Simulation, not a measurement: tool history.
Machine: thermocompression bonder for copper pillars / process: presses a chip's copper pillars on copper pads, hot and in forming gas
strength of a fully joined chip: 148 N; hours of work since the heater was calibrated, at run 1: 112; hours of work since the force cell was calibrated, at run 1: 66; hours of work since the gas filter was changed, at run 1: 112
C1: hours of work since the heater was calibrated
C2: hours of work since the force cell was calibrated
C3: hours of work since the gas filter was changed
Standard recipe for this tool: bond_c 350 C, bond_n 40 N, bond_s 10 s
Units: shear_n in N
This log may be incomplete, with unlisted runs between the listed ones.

run 1 hour=0.0 | bond_c=350 bond_n=40 bond_s=10 | C1=112 C2=66 C3=112 | shear_n=106.9
run 2 hour=7.4 | bond_c=350 bond_n=40 bond_s=10 | C1=115 C2=70 C3=115 | shear_n=107.6
run 3 hour=11.1 | bond_c=350 bond_n=40 bond_s=10 | C1=117 C2=71 C3=117 | shear_n=106.9
run 4 hour=19.0 | bond_c=350 bond_n=40 bond_s=10 | C1=120 C2=74 C3=120 | shear_n=107.4
run 5 hour=25.7 | bond_c=350 bond_n=40 bond_s=10 | C1=123 C2=77 C3=123 | shear_n=108.3
run 6 hour=29.6 | bond_c=350 bond_n=40 bond_s=10 | C1=124 C2=79 C3=124 | shear_n=107.2
run 7 hour=37.2 | bond_c=350 bond_n=32 bond_s=10 | C1=128 C2=82 C3=128 | shear_n=94.6
run 8 hour=45.1 | bond_c=350 bond_n=32 bond_s=10 | C1=131 C2=85 C3=131 | shear_n=96.3
run 9 hour=52.6 | bond_c=350 bond_n=46 bond_s=10 | C1=134 C2=88 C3=134 | shear_n=114.0
run 10 hour=60.8 | bond_c=350 bond_n=46 bond_s=10 | C1=137 C2=92 C3=137 | shear_n=114.0
run 11 hour=64.7 | bond_c=350 bond_n=46 bond_s=10 | C1=139 C2=93 C3=139 | shear_n=114.0
run 12 hour=73.3 | bond_c=350 bond_n=46 bond_s=10 | C1=143 C2=97 C3=143 | shear_n=114.6
run 13 hour=79.5 | bond_c=350 bond_n=40 bond_s=10 | C1=145 C2=100 C3=145 | shear_n=107.2
run 14 hour=85.2 | bond_c=350 bond_n=40 bond_s=10 | C1=148 C2=102 C3=148 | shear_n=107.8
run 15 hour=90.6 | bond_c=350 bond_n=40 bond_s=10 | C1=150 C2=104 C3=150 | shear_n=106.7
run 16 hour=96.4 | bond_c=378 bond_n=40 bond_s=10 | C1=152 C2=107 C3=152 | shear_n=124.3
run 17 hour=102.8 | bond_c=378 bond_n=40 bond_s=10 | C1=155 C2=109 C3=155 | shear_n=124.3
run 18 hour=107.8 | bond_c=378 bond_n=40 bond_s=10 | C1=157 C2=111 C3=157 | shear_n=124.2
run 19 hour=113.1 | bond_c=344 bond_n=40 bond_s=10 | C1=159 C2=114 C3=159 | shear_n=102.5
run 20 hour=121.8 | bond_c=344 bond_n=40 bond_s=10 | C1=163 C2=117 C3=163 | shear_n=102.8
run 21 hour=127.3 | bond_c=342 bond_n=48 bond_s=10 | C1=165 C2=120 C3=165 | shear_n=110.6
-- hour=129.3 force cell calibrated
run 22 hour=136.3 | bond_c=341 bond_n=41 bond_s=10 | C1=168 C2=3 C3=168 | shear_n=101.0
run 23 hour=143.7 | bond_c=341 bond_n=41 bond_s=10 | C1=171 C2=6 C3=171 | shear_n=101.1
run 24 hour=150.6 | bond_c=341 bond_n=41 bond_s=10 | C1=174 C2=9 C3=174 | shear_n=101.0
run 25 hour=155.6 | bond_c=356 bond_n=27 bond_s=22 | C1=176 C2=11 C3=176 | shear_n=110.8
run 26 hour=160.8 | bond_c=334 bond_n=58 bond_s=14 | C1=178 C2=13 C3=178 | shear_n=121.0
run 27 hour=168.9 | bond_c=334 bond_n=58 bond_s=14 | C1=182 C2=16 C3=182 | shear_n=121.8
run 28 hour=174.6 | bond_c=324 bond_n=58 bond_s=21 | C1=184 C2=19 C3=184 | shear_n=122.7
-- hour=176.8 force cell calibrated, once more
run 29 hour=184.0 | bond_c=324 bond_n=58 bond_s=21 | C1=187 C2=3 C3=187 | shear_n=124.0
run 30 hour=187.8 | bond_c=324 bond_n=58 bond_s=21 | C1=189 C2=5 C3=189 | shear_n=124.9
run 31 hour=194.3 | bond_c=350 bond_n=48 bond_s=7 | C1=192 C2=7 C3=192 | shear_n=107.7
run 32 hour=202.2 | bond_c=350 bond_n=24 bond_s=25 | C1=195 C2=11 C3=195 | shear_n=103.9
run 33 hour=206.1 | bond_c=354 bond_n=24 bond_s=22 | C1=197 C2=12 C3=197 | shear_n=103.4
run 34 hour=213.6 | bond_c=327 bond_n=51 bond_s=6 | C1=200 C2=15 C3=200 | shear_n=89.5
run 35 hour=218.6 | bond_c=368 bond_n=38 bond_s=8 | C1=202 C2=17 C3=202 | shear_n=111.2
run 36 hour=222.2 | bond_c=368 bond_n=38 bond_s=8 | C1=203 C2=19 C3=203 | shear_n=110.9
run 37 hour=228.3 | bond_c=368 bond_n=38 bond_s=8 | C1=206 C2=21 C3=206 | shear_n=111.1

The same runs without the tool's hidden state, with the same run-to-run variation:
Hidden state at play: true temperature of the bond over the reading, C; force that reaches the chip, % of what is set; oxide that the forming gas leaves, % of the face; drift of the gauge itself on shear_n, %.
run=1 shear_n=108.1
run=2 shear_n=108.8
run=3 shear_n=108.2
run=4 shear_n=108.7
run=5 shear_n=109.6
run=6 shear_n=108.5
run=7 shear_n=95.7
run=8 shear_n=97.5
run=9 shear_n=115.6
run=10 shear_n=115.6
run=11 shear_n=115.6
run=12 shear_n=116.3
run=13 shear_n=108.7
run=14 shear_n=109.4
run=15 shear_n=108.2
run=16 shear_n=126.4
run=17 shear_n=126.4
run=18 shear_n=126.3
run=19 shear_n=104.0
run=20 shear_n=104.3
run=21 shear_n=112.4
run=22 shear_n=102.9
run=23 shear_n=103.0
run=24 shear_n=102.9
run=25 shear_n=113.0
run=26 shear_n=123.5
run=27 shear_n=124.3
run=28 shear_n=125.2
run=29 shear_n=126.1
run=30 shear_n=126.9
run=31 shear_n=109.3
run=32 shear_n=105.4
run=33 shear_n=104.9
run=34 shear_n=90.5
run=35 shear_n=113.1
run=36 shear_n=112.8
run=37 shear_n=113.0
